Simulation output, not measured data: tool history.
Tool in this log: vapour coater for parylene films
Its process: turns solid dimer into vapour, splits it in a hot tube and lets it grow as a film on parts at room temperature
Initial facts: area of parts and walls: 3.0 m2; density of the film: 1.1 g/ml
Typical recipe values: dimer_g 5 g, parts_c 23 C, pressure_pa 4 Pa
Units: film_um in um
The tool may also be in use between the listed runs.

{"run": 1, "hour": 0.0, "dimer_g": 5, "parts_c": 23, "pressure_pa": 4, "film_um": 0.78}
{"run": 2, "hour": 32.1, "dimer_g": 5, "parts_c": 23, "pressure_pa": 8.06, "film_um": 0.67}
{"run": 3, "hour": 70.0, "dimer_g": 5, "parts_c": 16, "pressure_pa": 8.06, "film_um": 0.86}
{"run": 4, "hour": 103.4, "dimer_g": 5, "parts_c": 23, "pressure_pa": 4, "film_um": 0.78}
{"run": 5, "hour": 133.0, "dimer_g": 5, "parts_c": 23, "pressure_pa": 4, "film_um": 0.77}
{"run": 6, "hour": 171.5, "dimer_g": 5, "parts_c": 23, "pressure_pa": 4, "film_um": 0.78}
{"run": 7, "hour": 226.3, "dimer_g": 5, "parts_c": 23, "pressure_pa": 4, "film_um": 0.77}
{"run": 8, "hour": 259.3, "dimer_g": 5, "parts_c": 20, "pressure_pa": 4, "film_um": 0.87}
{"run": 9, "hour": 298.4, "dimer_g": 5, "parts_c": 18, "pressure_pa": 6.47, "film_um": 0.81}
{"run": 10, "hour": 348.2, "dimer_g": 5, "parts_c": 18, "pressure_pa": 6.47, "film_um": 0.84}
{"run": 11, "hour": 387.1, "dimer_g": 6, "parts_c": 24, "pressure_pa": 7.63, "film_um": 0.76}
{"run": 12, "hour": 432.2, "dimer_g": 9, "parts_c": 22, "pressure_pa": 7.63, "film_um": 1.28}
{"run": 13, "hour": 481.4, "dimer_g": 8, "parts_c": 27, "pressure_pa": 7.63, "film_um": 0.91}
{"run": 14, "hour": 509.8, "dimer_g": 4, "parts_c": 24, "pressure_pa": 7.73, "film_um": 0.51}

Between the runs listed above, the log contained 1 entry, not reproduced here. Where in the sequence does each belong, and how does what the log doesn't record of the tool's condition differ from the listed run before to the listed run after?
Run 9 -> run 10: trap's valve overhauled (hour 326.8)
  vapour lost through the trap's worn valve, %: 0.3 -> 0
